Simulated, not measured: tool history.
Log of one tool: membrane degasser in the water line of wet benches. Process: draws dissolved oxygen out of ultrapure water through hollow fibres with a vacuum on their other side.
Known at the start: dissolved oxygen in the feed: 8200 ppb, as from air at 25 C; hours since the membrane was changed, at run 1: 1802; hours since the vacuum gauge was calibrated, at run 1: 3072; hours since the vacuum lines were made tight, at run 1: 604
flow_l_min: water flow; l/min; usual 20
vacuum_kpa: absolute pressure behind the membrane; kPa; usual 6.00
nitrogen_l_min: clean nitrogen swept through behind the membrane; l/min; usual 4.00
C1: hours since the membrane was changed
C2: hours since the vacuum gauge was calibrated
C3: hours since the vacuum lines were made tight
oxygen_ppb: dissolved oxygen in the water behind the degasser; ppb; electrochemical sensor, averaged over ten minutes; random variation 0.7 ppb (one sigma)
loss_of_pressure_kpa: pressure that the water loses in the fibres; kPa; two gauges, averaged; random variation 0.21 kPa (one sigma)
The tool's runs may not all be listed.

Run 1, hour 0.0: usual settings; C1 1802; C2 3072; C3 604. Result: oxygen_ppb 67.8 ppb, loss_of_pressure_kpa 50.19 kPa.
Run 2, hour 45.9: usual settings but nitrogen_l_min 8.75 l/min; C1 1848; C2 3118; C3 650. Result: oxygen_ppb 48.2 ppb, loss_of_pressure_kpa 50.28 kPa.
Run 3, hour 77.6: usual settings but nitrogen_l_min 8.75 l/min; C1 1880; C2 3149; C3 682. Result: oxygen_ppb 48.1 ppb, loss_of_pressure_kpa 50.28 kPa.
Run 4, hour 114.9: usual settings but nitrogen_l_min 8.75 l/min; C1 1917; C2 3187; C3 719. Result: oxygen_ppb 47.7 ppb, loss_of_pressure_kpa 49.92 kPa.
Run 5, hour 139.8: usual settings but nitrogen_l_min 8.75 l/min; C1 1942; C2 3211; C3 744. Result: oxygen_ppb 47.5 ppb, loss_of_pressure_kpa 50.21 kPa.
Run 6, hour 187.0: usual settings but nitrogen_l_min 8.75 l/min; C1 1989; C2 3259; C3 791. Result: oxygen_ppb 49.1 ppb, loss_of_pressure_kpa 50.08 kPa.
Run 7, hour 224.8: usual settings but nitrogen_l_min 8.75 l/min; C1 2027; C2 3296; C3 829. Result: oxygen_ppb 49.2 ppb, loss_of_pressure_kpa 50.34 kPa.
Run 8, hour 255.9: usual settings but nitrogen_l_min 8.75 l/min; C1 2058; C2 3328; C3 860. Result: oxygen_ppb 49.0 ppb, loss_of_pressure_kpa 50.33 kPa.
Run 9, hour 304.0: usual settings but nitrogen_l_min 8.51 l/min; C1 2106; C2 3376; C3 908. Result: oxygen_ppb 50.2 ppb, loss_of_pressure_kpa 50.00 kPa.
Run 10, hour 355.1: usual settings but nitrogen_l_min 8.51 l/min; C1 2157; C2 3427; C3 959. Result: oxygen_ppb 48.5 ppb, loss_of_pressure_kpa 50.47 kPa.
Run 11, hour 403.3: usual settings but nitrogen_l_min 8.51 l/min; C1 2205; C2 3475; C3 1007. Result: oxygen_ppb 50.1 ppb, loss_of_pressure_kpa 50.32 kPa.
Run 12, hour 436.0: usual settings but vacuum_kpa 3.67 kPa; C1 2238; C2 3508; C3 1040. Result: oxygen_ppb 38.1 ppb, loss_of_pressure_kpa 50.18 kPa.
Run 13, hour 473.3: usual settings but vacuum_kpa 3.67 kPa; C1 2275; C2 3545; C3 1078. Result: oxygen_ppb 38.7 ppb, loss_of_pressure_kpa 50.38 kPa.
Run 14, hour 506.8: usual settings but vacuum_kpa 3.67 kPa; C1 2309; C2 3578; C3 1111. Result: oxygen_ppb 39.9 ppb, loss_of_pressure_kpa 50.29 kPa.
Run 15, hour 543.1: usual settings but vacuum_kpa 3.67 kPa, nitrogen_l_min 6.59 l/min; C1 2345; C2 3615; C3 1147. Result: oxygen_ppb 36.8 ppb, loss_of_pressure_kpa 50.64 kPa.
Run 16, hour 574.5: usual settings but flow_l_min 17 l/min; C1 2376; C2 3646; C3 1179. Result: oxygen_ppb 54.4 ppb, loss_of_pressure_kpa 42.58 kPa.

Forecast run 17:
Run 17, hour 615.0: usual settings but flow_l_min 17 l/min; C1 2417; C2 3687; C3 1219. Result: oxygen_ppb ?, loss_of_pressure_kpa ?.

Run 17 gave oxygen_ppb 54.1 ppb, loss_of_pressure_kpa 42.69 kPa.
Without the tool's hidden state the same run would have given oxygen_ppb 50.9 ppb, loss_of_pressure_kpa 41.88 kPa.
